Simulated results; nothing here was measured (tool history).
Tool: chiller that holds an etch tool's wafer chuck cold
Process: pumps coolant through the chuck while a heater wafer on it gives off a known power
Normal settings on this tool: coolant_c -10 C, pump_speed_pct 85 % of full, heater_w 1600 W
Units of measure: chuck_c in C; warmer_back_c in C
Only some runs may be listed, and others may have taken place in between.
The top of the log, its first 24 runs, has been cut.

run,hour,coolant_c,pump_speed_pct,heater_w,hours since the coolant was changed and the channels were flushed,hours since the pump was overhauled,hours since the chiller's thermometer was calibrated,chuck_c,warmer_back_c
25,523.8,-11,63,1190,1043,961,2156,3.1,4.83
26,543.2,-11,63,1190,1062,980,2176,3.3,4.91
27,569.5,-11,63,1190,1088,1006,2202,3.0,4.93
28,588.0,-11,82,2307,1107,1025,2220,10.9,7.43
29,609.7,-11,82,2307,1128,1047,2242,10.9,7.49
30,636.0,-16,92,1600,1155,1073,2268,-2.1,4.71
31,658.3,-16,86,899,1177,1095,2291,-7.8,2.89
32,676.7,-16,86,899,1195,1114,2309,-7.9,2.82

Forecast each of these 4 alternatives for the next run:
A,692.9,-3,97,1099,1212,1130,2325,?,?
B,692.9,-11,85,1600,1212,1130,2325,?,?
C,692.9,-16,80,899,1212,1130,2325,?,?
D,692.9,-15,85,1607,1212,1130,2325,?,?

run,chuck_c,warmer_back_c
A,6.0,3.13
B,3.8,5.08
C,-7.1,3.10
D,-0.1,5.08
Had the tool no hidden state, the same runs would have come out as:
run,chuck_c,warmer_back_c
A,6.0,2.97
B,3.8,4.93
C,-7.1,2.94
D,-0.1,4.93
